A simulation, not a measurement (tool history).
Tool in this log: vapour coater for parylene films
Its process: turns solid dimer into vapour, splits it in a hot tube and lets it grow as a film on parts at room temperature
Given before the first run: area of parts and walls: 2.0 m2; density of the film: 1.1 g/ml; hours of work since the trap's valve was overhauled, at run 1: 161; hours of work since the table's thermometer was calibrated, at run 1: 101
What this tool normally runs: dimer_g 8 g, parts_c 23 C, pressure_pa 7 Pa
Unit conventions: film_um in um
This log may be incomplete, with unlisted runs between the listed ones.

run,day,dimer_g,parts_c,pressure_pa,hours of work since the trap's valve was overhauled,hours of work since the table's thermometer was calibrated,film_um
1,0,8,23,7,161,101,1.79
2,2.546,8,23,7,216,156,1.79
# day 3.962: trap's valve overhauled
3,4.983,8,34,7,22,205,1.2
4,6.258,8,34,7,50,232,1.16
5,7.638,8,34,7,79,262,1.17
6,9.288,8,34,7,115,298,1.13
7,11.842,8,28,7,170,353,1.47
8,14.129,8,28,7,220,402,1.45
# day 15.45: trap's valve overhauled
9,16.392,8,26,7,20,447,1.65
10,18.458,8,26,7,65,492,1.66
11,21.146,8,26,7,123,550,1.6
12,23.7,8,26,7,178,605,1.56
13,24.983,8,23,6.55,206,633,1.78
# day 26.925: trap's valve overhauled
14,27.975,8,23,6.55,23,694,1.85
15,29.308,8,23,6.55,52,723,1.87
16,31.508,8,23,7,99,770,1.8
17,34.267,8,23,7,159,830,1.79
18,37.175,8,23,7,221,892,1.75
# day 37.383: table's thermometer calibrated
# day 38.417: trap's valve overhauled
19,39.679,8,23,7,27,46,1.86
20,40.858,8,23,7,53,71,1.87
21,42.742,8,23,7,93,112,1.8
22,44.533,8,23,7,132,151,1.77
23,46.358,8,23,7,171,190,1.8
# day 46.571: table's thermometer calibrated, once more
24,48.792,3,23,7.64,223,48,0.69
# day 49.896: trap's valve overhauled
25,51.492,4,23,3.48,34,103,1.01
26,52.792,4,23,3.48,63,131,1.01
27,54.158,11,23,3.48,92,160,2.7
28,55.604,6,28,7.92,123,191,1.13
29,58.512,6,22,8.05,186,254,1.34
30,60.658,11,34,6.33,232,300,1.56
# day 61.383: trap's valve overhauled
31,63.725,11,20,7,51,363,2.86
32,65.758,4,15,7.33,94,407,1.25
33,68.092,7,34,7.74,145,457,0.96
34,70.654,14,23,8.02,200,513,3.02
# day 72.821: trap's valve overhauled
35,72.821,4,23,7.84,0,556,0.9
36,74.283,8,20,10.79,32,588,2.01
37,77.158,10,34,7,94,650,1.41
38,78.692,10,34,7,127,683,1.46
39,81.029,13,29,9.19,177,733,2.25
40,83.6,4,29,5.52,233,789,0.7
# day 84.392: trap's valve overhauled
41,85.417,9,29,5.69,22,824,1.67
42,86.971,9,18,8.7,56,858,2.47
43,89.717,9,18,8.7,115,917,2.43
44,91.621,4,28,7,156,958,0.73
45,93.417,13,27,9.07,195,997,2.33
# day 94.892: table's thermometer calibrated
# day 95.879: trap's valve overhauled
46,95.942,4,27,9.82,1,19,0.75

Same runs, no hidden state in the tool, same run-to-run variation:
The tool's hidden condition here consists of: vapour lost through the trap's worn valve, %; true temperature of the parts over the reading, C; drift of the gauge itself on film_um, %.
run,film_um
1,1.88
2,1.92
3,1.22
4,1.19
5,1.2
6,1.18
7,1.55
8,1.56
9,1.68
10,1.71
11,1.68
12,1.66
13,1.92
14,1.89
15,1.93
16,1.89
17,1.91
18,1.9
19,1.92
20,1.95
21,1.9
22,1.89
23,1.94
24,0.74
25,1.02
26,1.03
27,2.78
28,1.18
29,1.42
30,1.68
31,2.95
32,1.31
33,1.02
34,3.26
35,0.92
36,2.06
37,1.48
38,1.54
39,2.41
40,0.76
41,1.71
42,2.56
43,2.56
44,0.78
45,2.52
46,0.76

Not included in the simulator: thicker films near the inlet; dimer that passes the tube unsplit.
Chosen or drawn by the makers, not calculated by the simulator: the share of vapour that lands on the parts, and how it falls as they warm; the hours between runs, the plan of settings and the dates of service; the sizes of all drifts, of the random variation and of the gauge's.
